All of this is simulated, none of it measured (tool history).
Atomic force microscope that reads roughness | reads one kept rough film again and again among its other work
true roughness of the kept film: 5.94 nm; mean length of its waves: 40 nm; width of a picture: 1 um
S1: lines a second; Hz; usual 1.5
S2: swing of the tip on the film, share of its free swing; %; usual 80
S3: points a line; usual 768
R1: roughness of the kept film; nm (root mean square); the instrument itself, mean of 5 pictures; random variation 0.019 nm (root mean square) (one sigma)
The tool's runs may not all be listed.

run   hour    S1  S2   S3     R1
  1      0   1.5  80  768  4.603
  2    7.5   1.5  80  768  4.627
  3   12.2   1.5  59  768  4.872
  4   16.6   1.5  59  768  4.843
  5   24.6   1.5  59  768  4.856
  6     31   1.5  59  768  4.817
  7   35.8   1.5  59  768  4.798
  8   43.8   1.5  59  406  4.783
  9     54   1.5  59  406  4.716
 10   62.2   1.5  80  768   4.48
 11   66.9   1.5  80  768  4.455
 12   76.4   1.5  83  768  4.359
 13   84.5   1.5  83  768  4.328
 14   93.3   1.5  80  768    4.4
 15   99.6   1.5  80  768  4.326
 16  105.5   1.5  80  768  4.309
 17  112.1   1.5  80  768  4.314
 18  122.6   1.5  80  768  4.313
 19  131.3  2.15  56  768  4.491
 20  138.7  2.15  56  768  4.526
 21  147.2  2.15  56  768   4.47
 22  152.1   1.5  74  572  4.301
 23  158.4  0.99  60  552  4.511
 24  163.6  0.99  60  552  4.459
 25  169.4  0.53  88  358  4.321
 26  173.7     1  88  358  4.151
 27  180.8  2.28  68  501  4.198
 28  188.4  0.99  80  768  4.232
       195  -- new tip fitted
 29    197  0.56  80  432      5
 30  203.4  0.56  80  432  4.971
 31  213.3  2.92  62  495  4.778
 32  221.2  0.84  89  650  4.726
 33  231.6  0.68  81  768  4.823
 34  237.7  1.24  81  768  4.673

4 ways to go on from here, each from the tool as it stands after run 34. What would each give?
  A   246   2.1  80  372   ?
  B   246  1.39  69  684   ?
  C   246   2.8  73  458   ?
  D   246   1.5  60  768   ?

run     R1
  A  4.448
  B  4.772
  C  4.475
  D  4.862
Without the tool's hidden state the same runs would have given:
run     R1
  A  4.606
  B  4.941
  C  4.634
  D  5.035

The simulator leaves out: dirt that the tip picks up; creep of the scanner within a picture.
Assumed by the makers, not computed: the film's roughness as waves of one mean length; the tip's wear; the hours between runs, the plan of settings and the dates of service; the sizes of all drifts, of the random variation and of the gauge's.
